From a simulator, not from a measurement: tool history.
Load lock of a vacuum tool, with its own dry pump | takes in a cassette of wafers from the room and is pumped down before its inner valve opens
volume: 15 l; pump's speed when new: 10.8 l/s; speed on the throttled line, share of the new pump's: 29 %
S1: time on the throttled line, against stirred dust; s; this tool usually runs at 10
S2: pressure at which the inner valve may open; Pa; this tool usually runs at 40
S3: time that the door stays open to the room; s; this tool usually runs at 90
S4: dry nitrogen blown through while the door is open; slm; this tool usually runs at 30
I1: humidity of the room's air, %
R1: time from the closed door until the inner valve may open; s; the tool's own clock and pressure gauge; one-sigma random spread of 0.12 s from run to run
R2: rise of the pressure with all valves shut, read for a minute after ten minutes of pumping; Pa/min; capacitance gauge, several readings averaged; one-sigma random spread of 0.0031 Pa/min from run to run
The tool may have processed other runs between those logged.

Run 1, hour 0.0: usual settings; I1 47.8. Result: R1 18.5 s, R2 0.069 Pa/min.
Run 2, hour 386.3: usual settings; I1 45.0. Result: R1 18.5 s, R2 0.070 Pa/min.
Run 3, hour 724.0: usual settings; I1 44.1. Result: R1 18.5 s, R2 0.073 Pa/min.
Run 4, hour 978.7: usual settings but S4 10 slm; I1 44.7. Result: R1 18.6 s, R2 0.110 Pa/min.
Run 5, hour 1315.2: usual settings but S2 30 Pa, S4 10 slm; I1 45.5. Result: R1 18.9 s, R2 0.108 Pa/min.
Run 6, hour 1647.8: usual settings but S2 30 Pa, S4 10 slm; I1 44.9. Result: R1 18.9 s, R2 0.106 Pa/min.
Run 7, hour 2031.3: usual settings but S2 30 Pa, S4 10 slm; I1 44.4. Result: R1 18.7 s, R2 0.106 Pa/min.
Run 8, hour 2368.3: usual settings but S4 4 slm; I1 47.2. Result: R1 18.8 s, R2 0.123 Pa/min.
Run 9, hour 2548.7: usual settings but S4 4 slm; I1 43.8. Result: R1 18.6 s, R2 0.118 Pa/min.
Run 10, hour 2752.9: usual settings; I1 41.5. Result: R1 18.7 s, R2 0.074 Pa/min.
Run 11, hour 3000.6: usual settings but S1 5 s; I1 45.8. Result: R1 14.9 s, R2 0.085 Pa/min.
Run 12, hour 3225.1: usual settings but S1 5 s; I1 47.3. Result: R1 15.1 s, R2 0.087 Pa/min.
Run 13, hour 3498.4: usual settings but S1 5 s; I1 45.9. Result: R1 15.1 s, R2 0.084 Pa/min.
Run 14, hour 3855.7: usual settings; I1 44.1. Result: R1 18.4 s, R2 0.082 Pa/min.
Run 15, hour 4205.8: usual settings; I1 43.4. Result: R1 18.8 s, R2 0.076 Pa/min.
Run 16, hour 4410.6: usual settings; I1 44.5. Result: R1 18.7 s, R2 0.085 Pa/min.
Run 17, hour 4759.3: usual settings; I1 48.7. Result: R1 18.6 s, R2 0.088 Pa/min.
Run 18, hour 5042.7: usual settings; I1 43.2. Result: R1 18.6 s, R2 0.085 Pa/min.
Run 19, hour 5410.8: usual settings but S2 36 Pa, S4 28 slm; I1 43.2. Result: R1 18.8 s, R2 0.090 Pa/min.
Run 20, hour 5568.7: usual settings but S2 36 Pa, S4 28 slm; I1 43.2. Result: R1 18.8 s, R2 0.089 Pa/min.
Run 21, hour 5896.6: usual settings but S1 7 s; I1 44.7. Result: R1 16.7 s, R2 0.091 Pa/min.
Run 22, hour 6107.3: usual settings but S1 7 s, S2 58 Pa, S3 46 s; I1 44.7. Result: R1 16.0 s, R2 0.075 Pa/min.
Run 23, hour 6293.5: usual settings but S1 7 s, S2 58 Pa, S3 46 s; I1 46.3. Result: R1 16.1 s, R2 0.078 Pa/min.
Run 24, hour 6636.4: usual settings but S1 12 s, S2 32 Pa, S3 166 s, S4 5 slm; I1 44.7. Result: R1 20.5 s, R2 0.155 Pa/min.
Run 25, hour 7027.5: usual settings but S1 8 s, S2 39 Pa, S4 21 slm; I1 45.0. Result: R1 17.7 s, R2 0.100 Pa/min.
Run 26, hour 7190.2: usual settings but S1 8 s, S2 39 Pa, S4 21 slm; I1 44.2. Result: R1 17.2 s, R2 0.101 Pa/min.
Run 27, hour 7522.2: usual settings but S1 6 s, S2 54 Pa, S3 130 s, S4 40 slm; I1 46.3. Result: R1 15.4 s, R2 0.097 Pa/min.
Run 28, hour 7721.4: usual settings but S1 6 s, S2 54 Pa, S3 130 s, S4 40 slm; I1 43.8. Result: R1 15.8 s, R2 0.099 Pa/min.
Run 29, hour 7913.7: usual settings but S1 5 s, S3 29 s, S4 42 slm; I1 45.3. Result: R1 15.5 s, R2 0.071 Pa/min.
Run 30, hour 8141.6: usual settings but S1 5 s, S2 60 Pa, S3 35 s, S4 13 slm; I1 47.0. Result: R1 14.8 s, R2 0.101 Pa/min.
Run 31, hour 8428.9: usual settings but S1 5 s, S2 76 Pa, S3 35 s, S4 19 slm; I1 48.3. Result: R1 14.3 s, R2 0.089 Pa/min.
Run 32, hour 8710.5: usual settings but S1 11 s, S2 72 Pa, S3 35 s, S4 37 slm; I1 47.6. Result: R1 18.8 s, R2 0.078 Pa/min.
Run 33, hour 8904.2: usual settings but S1 8 s, S2 57 Pa; I1 48.2. Result: R1 17.0 s, R2 0.103 Pa/min.
Run 34, hour 9068.9: usual settings but S1 7 s, S2 47 Pa, S3 60 s, S4 10 slm; I1 42.4. Result: R1 16.6 s, R2 0.114 Pa/min.
Run 35, hour 9435.2: usual settings but S1 7 s, S2 37 Pa, S3 95 s, S4 26 slm; I1 46.0. Result: R1 17.2 s, R2 0.111 Pa/min.
Run 36, hour 9670.4: usual settings but S2 55 Pa, S4 26 slm; I1 43.4. Result: R1 18.6 s, R2 0.106 Pa/min.

Below are 4 alternative next runs, each starting from the tool's condition after run 36. Predict each:
Run A, hour 10036.0: usual settings but S1 18 s, S2 55 Pa, S3 84 s, S4 14 slm; I1 44.6. Result: R1 ?, R2 ?.
Run B, hour 10036.0: usual settings but S2 36 Pa, S3 37 s, S4 23 slm; I1 45.1. Result: R1 ?, R2 ?.
Run C, hour 10036.0: usual settings but S2 45 Pa, S4 32 slm; I1 45.6. Result: R1 ?, R2 ?.
Run D, hour 10036.0: usual settings but S1 14 s, S2 41 Pa, S4 35 slm; I1 44.6. Result: R1 ?, R2 ?.

run    R1     R2
  A  24.0  0.121
  B  19.0  0.096
  C  18.5  0.101
  D  21.6  0.101
The same runs, with their run-to-run variation unchanged, on a tool lacking any hidden condition would have given:
run    R1     R2
  A  23.4  0.073
  B  18.2  0.049
  C  17.7  0.054
  D  20.9  0.053

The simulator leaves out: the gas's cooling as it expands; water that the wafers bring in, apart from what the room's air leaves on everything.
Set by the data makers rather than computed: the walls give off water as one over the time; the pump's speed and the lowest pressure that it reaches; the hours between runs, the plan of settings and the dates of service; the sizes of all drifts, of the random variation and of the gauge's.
